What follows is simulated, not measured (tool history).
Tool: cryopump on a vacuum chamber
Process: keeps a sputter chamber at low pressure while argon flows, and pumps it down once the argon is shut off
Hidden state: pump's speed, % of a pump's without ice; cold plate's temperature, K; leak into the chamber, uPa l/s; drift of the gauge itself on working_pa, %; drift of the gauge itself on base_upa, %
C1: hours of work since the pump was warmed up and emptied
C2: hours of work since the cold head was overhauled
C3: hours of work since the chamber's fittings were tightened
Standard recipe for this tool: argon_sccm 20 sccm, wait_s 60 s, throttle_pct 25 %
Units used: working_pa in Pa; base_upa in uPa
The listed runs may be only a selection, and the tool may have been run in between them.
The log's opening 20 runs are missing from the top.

{"run": 21, "hour": 329.5, "argon_sccm": 20, "wait_s": 31, "throttle_pct": 25, "C1": 683, "C2": 683, "C3": 989, "working_pa": 0.0716, "base_upa": 1.75}
{"run": 22, "hour": 351.8, "argon_sccm": 17, "wait_s": 163, "throttle_pct": 17, "C1": 696, "C2": 696, "C3": 1002, "working_pa": 0.0871, "base_upa": 1.19}
{"run": 23, "hour": 376.4, "argon_sccm": 17, "wait_s": 65, "throttle_pct": 22, "C1": 710, "C2": 710, "C3": 1016, "working_pa": 0.0688, "base_upa": 1.42}
{"run": 24, "hour": 400.1, "argon_sccm": 8, "wait_s": 72, "throttle_pct": 46, "C1": 723, "C2": 723, "C3": 1029, "working_pa": 0.0179, "base_upa": 1.39}
{"hour": 428.5, "done": "pump warmed up, emptied and cooled again"}
{"run": 25, "hour": 428.5, "argon_sccm": 36, "wait_s": 205, "throttle_pct": 43, "C1": 0, "C2": 736, "C3": 1042, "working_pa": 0.067, "base_upa": 0.83}
{"run": 26, "hour": 452.1, "argon_sccm": 15, "wait_s": 38, "throttle_pct": 25, "C1": 13, "C2": 749, "C3": 1056, "working_pa": 0.0479, "base_upa": 1.34}
{"run": 27, "hour": 472.1, "argon_sccm": 15, "wait_s": 38, "throttle_pct": 25, "C1": 24, "C2": 761, "C3": 1067, "working_pa": 0.0486, "base_upa": 1.38}
{"run": 28, "hour": 494.2, "argon_sccm": 16, "wait_s": 76, "throttle_pct": 42, "C1": 37, "C2": 773, "C3": 1079, "working_pa": 0.0309, "base_upa": 1.09}
{"run": 29, "hour": 518.3, "argon_sccm": 16, "wait_s": 76, "throttle_pct": 42, "C1": 50, "C2": 786, "C3": 1093, "working_pa": 0.0316, "base_upa": 1.07}
{"run": 30, "hour": 542.5, "argon_sccm": 16, "wait_s": 25, "throttle_pct": 42, "C1": 64, "C2": 800, "C3": 1106, "working_pa": 0.0302, "base_upa": 1.74}
{"run": 31, "hour": 557.4, "argon_sccm": 15, "wait_s": 157, "throttle_pct": 19, "C1": 72, "C2": 808, "C3": 1115, "working_pa": 0.0642, "base_upa": 0.93}
{"run": 32, "hour": 578.9, "argon_sccm": 22, "wait_s": 215, "throttle_pct": 19, "C1": 85, "C2": 821, "C3": 1127, "working_pa": 0.0939, "base_upa": 0.93}
{"run": 33, "hour": 600.2, "argon_sccm": 22, "wait_s": 215, "throttle_pct": 19, "C1": 96, "C2": 833, "C3": 1139, "working_pa": 0.0939, "base_upa": 0.94}
{"run": 34, "hour": 615.0, "argon_sccm": 21, "wait_s": 195, "throttle_pct": 25, "C1": 105, "C2": 841, "C3": 1147, "working_pa": 0.0689, "base_upa": 0.94}

Alternative continuations, all from the tool just after run 34; predict every row:
{"run": "A", "hour": 625.6, "argon_sccm": 20, "wait_s": 22, "throttle_pct": 25, "C1": 111, "C2": 847, "C3": 1153, "working_pa": "?", "base_upa": "?"}
{"run": "B", "hour": 625.6, "argon_sccm": 21, "wait_s": 159, "throttle_pct": 25, "C1": 111, "C2": 847, "C3": 1153, "working_pa": "?", "base_upa": "?"}
{"run": "C", "hour": 625.6, "argon_sccm": 15, "wait_s": 195, "throttle_pct": 25, "C1": 111, "C2": 847, "C3": 1153, "working_pa": "?", "base_upa": "?"}
{"run": "D", "hour": 625.6, "argon_sccm": 28, "wait_s": 24, "throttle_pct": 32, "C1": 111, "C2": 847, "C3": 1153, "working_pa": "?", "base_upa": "?"}

run=A working_pa=0.0652 base_upa=1.89
run=B working_pa=0.0683 base_upa=0.98
run=C working_pa=0.0497 base_upa=0.93
run=D working_pa=0.0712 base_upa=1.81
The same runs, with their run-to-run variation unchanged, on a tool lacking any hidden condition would have given:
run=A working_pa=0.0641 base_upa=1.23
run=B working_pa=0.0672 base_upa=0.31
run=C working_pa=0.0489 base_upa=0.26
run=D working_pa=0.0697 base_upa=1.14

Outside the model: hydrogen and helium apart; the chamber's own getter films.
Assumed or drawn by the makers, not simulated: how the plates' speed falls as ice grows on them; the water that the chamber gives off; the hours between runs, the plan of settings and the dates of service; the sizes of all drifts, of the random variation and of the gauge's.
